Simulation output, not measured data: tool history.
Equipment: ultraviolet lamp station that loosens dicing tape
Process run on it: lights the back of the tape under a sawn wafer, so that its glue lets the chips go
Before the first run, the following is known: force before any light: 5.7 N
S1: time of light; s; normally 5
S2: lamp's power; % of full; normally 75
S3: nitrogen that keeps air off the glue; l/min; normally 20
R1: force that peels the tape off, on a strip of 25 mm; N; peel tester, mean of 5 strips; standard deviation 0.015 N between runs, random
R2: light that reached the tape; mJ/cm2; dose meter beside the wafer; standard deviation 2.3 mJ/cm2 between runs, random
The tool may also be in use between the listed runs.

{"run": 1, "hour": 0.0, "S1": 5, "S2": 75, "S3": 20, "R1": 0.859, "R2": 192}
{"run": 2, "hour": 12.5, "S1": 5, "S2": 75, "S3": 20, "R1": 0.898, "R2": 186}
{"run": 3, "hour": 21.7, "S1": 5, "S2": 75, "S3": 20, "R1": 0.885, "R2": 186}
{"run": 4, "hour": 34.6, "S1": 5, "S2": 75, "S3": 20, "R1": 0.929, "R2": 187}
{"run": 5, "hour": 45.8, "S1": 5, "S2": 75, "S3": 20, "R1": 0.913, "R2": 178}
{"run": 6, "hour": 57.4, "S1": 5, "S2": 75, "S3": 20, "R1": 0.918, "R2": 184}
{"run": 7, "hour": 66.1, "S1": 5, "S2": 75, "S3": 20, "R1": 0.942, "R2": 175}
{"run": 8, "hour": 77.0, "S1": 5, "S2": 75, "S3": 20, "R1": 0.912, "R2": 176}
{"run": 9, "hour": 86.5, "S1": 5, "S2": 75, "S3": 20, "R1": 0.992, "R2": 178}
{"run": 10, "hour": 96.8, "S1": 5, "S2": 75, "S3": 20, "R1": 0.941, "R2": 176}
{"run": 11, "hour": 106.1, "S1": 5, "S2": 75, "S3": 20, "R1": 1.005, "R2": 173}
{"run": 12, "hour": 116.8, "S1": 5, "S2": 75, "S3": 20, "R1": 0.996, "R2": 171}
{"run": 13, "hour": 123.4, "S1": 5, "S2": 75, "S3": 20, "R1": 1.011, "R2": 168}
{"run": 14, "hour": 130.0, "S1": 5, "S2": 95, "S3": 20, "R1": 0.647, "R2": 217}
{"run": 15, "hour": 142.5, "S1": 2, "S2": 67, "S3": 33, "R1": 2.832, "R2": 60}
{"run": 16, "hour": 154.0, "S1": 2, "S2": 67, "S3": 14, "R1": 3.242, "R2": 55}
{"run": 17, "hour": 164.0, "S1": 2, "S2": 81, "S3": 18, "R1": 2.844, "R2": 74}
{"run": 18, "hour": 177.8, "S1": 4, "S2": 67, "S3": 33, "R1": 1.505, "R2": 120}
{"run": 19, "hour": 188.3, "S1": 5, "S2": 66, "S3": 20, "R1": 1.3, "R2": 143}
{"run": 20, "hour": 199.3, "S1": 5, "S2": 62, "S3": 20, "R1": 1.397, "R2": 137}
{"run": 21, "hour": 207.7, "S1": 5, "S2": 90, "S3": 20, "R1": 0.797, "R2": 194}
{"run": 22, "hour": 213.4, "S1": 5, "S2": 70, "S3": 30, "R1": 1.096, "R2": 152}
{"run": 23, "hour": 221.7, "S1": 8, "S2": 63, "S3": 20, "R1": 0.65, "R2": 216}
{"run": 24, "hour": 232.8, "S1": 3, "S2": 75, "S3": 20, "R1": 2.111, "R2": 93}
{"run": 25, "hour": 238.9, "S1": 3, "S2": 89, "S3": 20, "R1": 1.758, "R2": 113}
{"run": 26, "hour": 245.0, "S1": 5, "S2": 94, "S3": 13, "R1": 0.93, "R2": 201}
{"run": 27, "hour": 257.8, "S1": 5, "S2": 67, "S3": 11, "R1": 1.705, "R2": 143}
{"run": 28, "hour": 264.5, "S1": 5, "S2": 68, "S3": 27, "R1": 1.224, "R2": 140}

Branching from run 28: 5 alternative next runs. What would each branch give?
{"run": "A", "hour": 274.7, "S1": 3, "S2": 75, "S3": 20, "R1": "?", "R2": "?"}
{"run": "B", "hour": 274.7, "S1": 5, "S2": 84, "S3": 20, "R1": "?", "R2": "?"}
{"run": "C", "hour": 274.7, "S1": 5, "S2": 64, "S3": 20, "R1": "?", "R2": "?"}
{"run": "D", "hour": 274.7, "S1": 4, "S2": 75, "S3": 26, "R1": "?", "R2": "?"}
{"run": "E", "hour": 274.7, "S1": 3, "S2": 79, "S3": 8, "R1": "?", "R2": "?"}

run=A R1=2.289 R2=89
run=B R1=1.013 R2=175
run=C R1=1.477 R2=128
run=D R1=1.534 R2=126
run=E R1=2.632 R2=98
Had the tool no hidden state, the same runs would have come out as:
run=A R1=1.650 R2=121
run=B R1=0.562 R2=234
run=C R1=0.936 R2=174
run=D R1=0.978 R2=168
run=E R1=1.999 R2=131
